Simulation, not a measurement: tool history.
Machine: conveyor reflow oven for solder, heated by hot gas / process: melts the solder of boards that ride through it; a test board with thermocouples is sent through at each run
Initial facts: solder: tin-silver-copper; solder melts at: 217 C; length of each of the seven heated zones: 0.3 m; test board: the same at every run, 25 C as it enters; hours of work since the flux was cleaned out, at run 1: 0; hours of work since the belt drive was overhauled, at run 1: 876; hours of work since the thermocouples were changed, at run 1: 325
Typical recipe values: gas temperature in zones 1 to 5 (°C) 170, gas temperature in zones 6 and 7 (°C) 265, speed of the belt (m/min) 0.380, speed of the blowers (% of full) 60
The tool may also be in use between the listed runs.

| run | hour | gas temperature in zones 1 to 5 (°C) | gas temperature in zones 6 and 7 (°C) | speed of the belt (m/min) | speed of the blowers (% of full) | hours of work since the flux was cleaned out | hours of work since the belt drive was overhauled | hours of work since the thermocouples were changed | highest temperature of the board (°C) | time above the solder's melting point (s) |
|---|---|---|---|---|---|---|---|---|---|---|
| 1 | 0.0 | 170 | 265 | 0.380 | 60 | 0 | 876 | 325 | 252.8 | 72.0 |
| 2 | 43.1 | 170 | 265 | 0.380 | 60 | 25 | 901 | 351 | 252.6 | 72.3 |
| 3 | 86.1 | 170 | 265 | 0.380 | 60 | 51 | 927 | 376 | 252.4 | 72.4 |
| 4 | 133.9 | 170 | 272 | 0.380 | 60 | 79 | 955 | 404 | 258.5 | 77.5 |
| 5 | 187.1 | 170 | 272 | 0.380 | 60 | 110 | 986 | 436 | 258.9 | 77.2 |
| 6 | 232.1 | 170 | 272 | 0.380 | 60 | 137 | 1013 | 462 | 258.7 | 77.6 |
| 7 | 276.4 | 170 | 272 | 0.380 | 60 | 163 | 1039 | 488 | 258.2 | 77.8 |
| 8 | 307.0 | 170 | 261 | 0.380 | 60 | 181 | 1057 | 506 | 248.9 | 69.0 |
|  | 343.2 | belt drive overhauled, speed set with a stopwatch |
| 9 | 343.2 | 170 | 262 | 0.380 | 60 | 200 | 0 | 525 | 248.8 | 65.8 |
| 10 | 371.9 | 170 | 262 | 0.380 | 60 | 216 | 17 | 542 | 249.4 | 65.6 |
| 11 | 404.5 | 170 | 262 | 0.380 | 60 | 236 | 36 | 561 | 248.6 | 66.4 |
|  | 456.1 | flux residue cleaned out of gas plates and filters |
| 12 | 463.1 | 170 | 265 | 0.380 | 60 | 4 | 68 | 593 | 251.2 | 68.6 |
| 13 | 504.2 | 170 | 265 | 0.380 | 60 | 28 | 92 | 617 | 250.8 | 68.4 |
|  | 540.6 | flux residue cleaned out of gas plates and filters, once more |
| 14 | 562.7 | 170 | 265 | 0.380 | 60 | 13 | 123 | 648 | 253.5 | 71.5 |
| 15 | 590.1 | 170 | 265 | 0.380 | 60 | 29 | 139 | 664 | 252.8 | 71.3 |
| 16 | 621.0 | 170 | 277 | 0.347 | 60 | 47 | 158 | 683 | 266.6 | 88.1 |
| 17 | 650.9 | 170 | 277 | 0.347 | 60 | 65 | 175 | 700 | 266.6 | 88.6 |
| 18 | 699.1 | 170 | 272 | 0.347 | 67 | 93 | 203 | 729 | 263.4 | 86.1 |
| 19 | 723.5 | 166 | 272 | 0.347 | 84 | 108 | 218 | 743 | 264.3 | 86.0 |
| 20 | 750.5 | 178 | 272 | 0.330 | 84 | 124 | 234 | 759 | 266.9 | 99.2 |
| 21 | 786.8 | 180 | 271 | 0.380 | 60 | 145 | 255 | 780 | 260.1 | 80.5 |
| 22 | 812.7 | 180 | 271 | 0.380 | 60 | 160 | 270 | 795 | 259.2 | 80.5 |
|  | 823.8 | thermocouples of zones 6 and 7 changed |
| 23 | 862.0 | 170 | 270 | 0.355 | 56 | 188 | 298 | 22 | 256.1 | 79.0 |
| 24 | 884.4 | 156 | 254 | 0.380 | 59 | 201 | 311 | 36 | 237.9 | 49.2 |
| 25 | 933.4 | 170 | 265 | 0.458 | 60 | 230 | 340 | 64 | 243.4 | 49.1 |
| 26 | 965.4 | 170 | 265 | 0.458 | 55 | 249 | 359 | 83 | 242.7 | 47.1 |
|  | 995.1 | flux residue cleaned out of gas plates and filters |
| 27 | 1023.5 | 170 | 265 | 0.458 | 55 | 17 | 390 | 115 | 244.1 | 48.2 |
| 28 | 1069.9 | 174 | 256 | 0.410 | 84 | 44 | 418 | 142 | 245.2 | 61.7 |
| 29 | 1113.6 | 174 | 259 | 0.325 | 84 | 70 | 443 | 168 | 252.6 | 88.9 |
| 30 | 1144.9 | 174 | 255 | 0.325 | 84 | 88 | 462 | 186 | 249.1 | 85.7 |

Predict each of these 4 candidate next runs independently; none follows another, all start after run 30:
| A | 1171.0 | 182 | 259 | 0.325 | 59 | 103 | 477 | 201 | ? | ? |
| B | 1171.0 | 155 | 265 | 0.359 | 57 | 103 | 477 | 201 | ? | ? |
| C | 1171.0 | 165 | 270 | 0.380 | 70 | 103 | 477 | 201 | ? | ? |
| D | 1171.0 | 157 | 256 | 0.325 | 82 | 103 | 477 | 201 | ? | ? |

| run | highest temperature of the board (°C) | time above the solder's melting point (s) |
|---|---|---|
| A | 250.8 | 90.2 |
| B | 250.4 | 66.8 |
| C | 256.8 | 73.0 |
| D | 248.5 | 77.5 |
What these runs would have given with no unlogged condition in the tool:
| run | highest temperature of the board (°C) | time above the solder's melting point (s) |
|---|---|---|
| A | 250.2 | 88.6 |
| B | 249.9 | 65.5 |
| C | 256.4 | 71.8 |
| D | 248.0 | 76.2 |

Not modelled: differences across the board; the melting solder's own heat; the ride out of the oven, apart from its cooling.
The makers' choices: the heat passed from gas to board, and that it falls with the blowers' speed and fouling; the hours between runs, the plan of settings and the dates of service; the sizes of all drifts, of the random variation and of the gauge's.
